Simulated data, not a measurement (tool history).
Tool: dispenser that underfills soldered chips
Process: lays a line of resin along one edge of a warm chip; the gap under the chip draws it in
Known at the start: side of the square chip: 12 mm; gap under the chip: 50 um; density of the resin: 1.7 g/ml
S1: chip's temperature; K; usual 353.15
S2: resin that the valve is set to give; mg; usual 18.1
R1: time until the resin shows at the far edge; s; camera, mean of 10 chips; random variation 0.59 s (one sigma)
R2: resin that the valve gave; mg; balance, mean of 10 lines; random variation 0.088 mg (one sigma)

run	hour	S1	S2	R1	R2
1	0.0	353.15	18.1	50.3	18.15
2	5.3	353.15	18.1	65.5	17.86
3	13.0	353.15	22.3	94.1	21.82
# hour 16.7: new syringe of resin
4	18.3	356.15	18.1	47.4	17.76
5	25.8	363.15	18.1	50.6	17.79
# hour 33.5: new syringe of resin
6	33.8	363.15	18.1	31.5	17.58
7	40.9	353.15	20.3	71.0	19.62
8	47.2	353.15	20.3	95.9	19.68
# hour 50.0: new syringe of resin
9	51.6	353.15	15.6	55.0	15.11
10	55.9	353.15	15.6	71.0	15.05
# hour 64.0: dispensing valve cleaned and set on the balance
11	64.4	353.15	21.5	93.7	21.51
# hour 67.5: new syringe of resin
12	71.8	353.15	21.5	57.6	21.37
13	77.1	353.15	21.5	77.3	21.38
# hour 84.0: new syringe of resin
14	84.0	353.15	21.5	47.6	21.35
15	88.1	353.15	21.1	58.3	20.82
16	92.9	353.15	18.1	75.8	17.85
17	99.5	353.15	18.1	104.1	17.80
# hour 100.9: new syringe of resin
18	107.5	353.15	18.1	67.5	17.65

Forecast run 19:
19	112.4	346.15	21.2	?	?

{"run 19": {"R1": 117.8, "R2": 20.66}}
Without the tool's hidden state the same run would have given R1 69.1 s, R2 21.14 mg.
